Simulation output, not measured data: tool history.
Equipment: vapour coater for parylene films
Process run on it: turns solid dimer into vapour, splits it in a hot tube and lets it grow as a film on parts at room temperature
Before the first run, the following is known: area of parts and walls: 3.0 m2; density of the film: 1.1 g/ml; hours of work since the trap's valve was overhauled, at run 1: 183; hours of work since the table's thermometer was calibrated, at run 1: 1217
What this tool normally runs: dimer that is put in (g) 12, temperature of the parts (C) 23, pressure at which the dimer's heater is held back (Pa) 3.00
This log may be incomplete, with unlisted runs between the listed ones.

run,hour,dimer that is put in (g),temperature of the parts (C),pressure at which the dimer's heater is held back (Pa),hours of work since the trap's valve was overhauled,hours of work since the table's thermometer was calibrated,thickness of the film (µm)
1,0.0,12,23,3.00,183,1217,2.70
2,41.4,6,23,3.00,208,1242,1.34
3,90.1,6,23,3.00,238,1272,1.30
4,133.4,13,23,3.00,265,1298,2.77
# hour 139.9: table's thermometer calibrated
5,179.4,12,16,3.00,292,24,3.11
6,234.4,14,27,3.00,326,58,2.46
# hour 254.6: trap's valve overhauled
7,276.6,14,27,3.00,14,81,2.83
8,331.7,21,27,2.56,47,115,4.33
9,378.9,21,27,2.56,76,144,4.18

What will run 10 give?
10,426.2,17,35,2.88,105,173,?

Run 10 measured thickness of the film (µm) 2.33.
On a tool with no hidden condition, and with the same random variation, this run would have come out at thickness of the film (µm) 2.64.
